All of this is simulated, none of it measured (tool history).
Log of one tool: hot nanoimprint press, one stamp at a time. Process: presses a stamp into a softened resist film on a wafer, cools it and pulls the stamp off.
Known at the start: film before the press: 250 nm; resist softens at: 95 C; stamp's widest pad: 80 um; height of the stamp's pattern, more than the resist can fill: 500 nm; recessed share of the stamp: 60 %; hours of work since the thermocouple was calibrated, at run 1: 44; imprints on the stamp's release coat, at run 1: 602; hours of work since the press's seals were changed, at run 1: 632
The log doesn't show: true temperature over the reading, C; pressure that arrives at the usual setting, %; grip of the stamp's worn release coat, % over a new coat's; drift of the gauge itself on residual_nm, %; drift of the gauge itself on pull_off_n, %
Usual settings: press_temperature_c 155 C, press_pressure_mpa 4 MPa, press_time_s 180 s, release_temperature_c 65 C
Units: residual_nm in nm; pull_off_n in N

| run | hour | press_temperature_c | press_pressure_mpa | press_time_s | release_temperature_c | hours of work since the thermocouple was calibrated | imprints on the stamp's release coat | hours of work since the press's seals were changed | residual_nm | pull_off_n |
|---|---|---|---|---|---|---|---|---|---|---|
| 1 | 0 | 155 | 4 | 180 | 65 | 44 | 602 | 632 | 129.1 | 198 |
| 2 | 36.2 | 155 | 4 | 180 | 65 | 65 | 747 | 652 | 129.6 | 200 |
| 3 | 93.3 | 155 | 4 | 180 | 65 | 97 | 976 | 685 | 128.3 | 208 |
| 4 | 136.2 | 155 | 4 | 180 | 65 | 121 | 1147 | 709 | 128.9 | 215 |
|  | 148.7 | stamp cleaned and given a new release coat |
| 5 | 199.5 | 155 | 4 | 180 | 65 | 154 | 204 | 742 | 129.1 | 181 |
| 6 | 237.4 | 155 | 4 | 180 | 65 | 175 | 356 | 763 | 128.4 | 189 |
| 7 | 289.1 | 155 | 4 | 180 | 65 | 204 | 563 | 792 | 126.4 | 184 |
| 8 | 351.6 | 155 | 4 | 180 | 65 | 240 | 814 | 828 | 128 | 196 |
| 9 | 425 | 154 | 4 | 180 | 65 | 281 | 1108 | 869 | 130.2 | 209 |
|  | 444.9 | stamp cleaned and given a new release coat |
| 10 | 482.2 | 154 | 4 | 180 | 65 | 310 | 150 | 898 | 128.7 | 170 |
| 11 | 514.4 | 150 | 4 | 180 | 65 | 329 | 279 | 916 | 144.6 | 178 |
| 12 | 582.3 | 155 | 5.23 | 180 | 65 | 367 | 551 | 955 | 109.8 | 190 |
| 13 | 654.2 | 155 | 4 | 180 | 65 | 408 | 839 | 996 | 126.6 | 196 |
| 14 | 718.7 | 155 | 4 | 180 | 65 | 444 | 1097 | 1032 | 125.4 | 212 |
|  | 743.3 | stamp cleaned and given a new release coat |
| 15 | 784.4 | 155 | 4 | 180 | 65 | 478 | 165 | 1066 | 125.9 | 178 |
|  | 806.7 | plate thermocouple calibrated |
| 16 | 837.2 | 163 | 4 | 132 | 65 | 17 | 364 | 1094 | 116.7 | 190 |
| 17 | 896.9 | 166 | 4 | 180 | 65 | 51 | 603 | 1128 | 95.8 | 195 |
| 18 | 970.9 | 166 | 4 | 180 | 65 | 93 | 900 | 1170 | 95.4 | 203 |
| 19 | 1033.7 | 150 | 2.54 | 180 | 58 | 129 | 1152 | 1206 | 176.8 | 245 |
|  | 1044 | stamp cleaned and given a new release coat |
| 20 | 1089.3 | 150 | 3.54 | 180 | 58 | 157 | 181 | 1234 | 156.9 | 199 |
| 21 | 1138.5 | 150 | 5.42 | 91 | 58 | 185 | 379 | 1261 | 156.5 | 208 |
| 22 | 1187 | 155 | 4 | 219 | 57 | 212 | 573 | 1289 | 120.5 | 224 |
| 23 | 1243.1 | 164 | 4.5 | 315 | 61 | 244 | 798 | 1321 | 75.3 | 222 |
| 24 | 1277.5 | 157 | 3.26 | 165 | 53 | 263 | 936 | 1340 | 137 | 254 |
| 25 | 1332.7 | 164 | 4 | 180 | 65 | 295 | 1157 | 1371 | 99.6 | 213 |
|  | 1345.7 | stamp cleaned and given a new release coat |
|  | 1379.6 | press's hydraulic seals changed and the load cell set to zero |
| 26 | 1388.5 | 165 | 4.54 | 272 | 66 | 318 | 139 | 5 | 76.4 | 171 |
| 27 | 1448.1 | 155 | 3.54 | 180 | 65 | 352 | 378 | 39 | 131.2 | 184 |
| 28 | 1502.5 | 156 | 3.54 | 180 | 59 | 383 | 596 | 70 | 128.9 | 215 |
| 29 | 1556 | 156 | 3.54 | 180 | 59 | 413 | 811 | 100 | 126.9 | 222 |
| 30 | 1597.3 | 156 | 5.45 | 180 | 55 | 436 | 976 | 123 | 101 | 241 |

3 ways to go on from here, each from the tool as it stands after run 30. What would each give?
|  | 1648.8 | stamp cleaned and given a new release coat |
| A | 1672.1 | 155 | 4 | 159 | 65 | 475 | 94 | 162 | ? | ? |
|  | 1648.8 | stamp cleaned and given a new release coat |
| B | 1672.1 | 156 | 4.57 | 97 | 71 | 475 | 94 | 162 | ? | ? |
|  | 1648.8 | stamp cleaned and given a new release coat |
| C | 1672.1 | 167 | 4 | 184 | 68 | 475 | 94 | 162 | ? | ? |

| run | residual_nm | pull_off_n |
|---|---|---|
| A | 127.6 | 174 |
| B | 136.4 | 150 |
| C | 88.3 | 170 |
Without the tool's hidden state the same runs would have given:
| run | residual_nm | pull_off_n |
|---|---|---|
| A | 132.8 | 176 |
| B | 141.6 | 153 |
| C | 91.6 | 172 |

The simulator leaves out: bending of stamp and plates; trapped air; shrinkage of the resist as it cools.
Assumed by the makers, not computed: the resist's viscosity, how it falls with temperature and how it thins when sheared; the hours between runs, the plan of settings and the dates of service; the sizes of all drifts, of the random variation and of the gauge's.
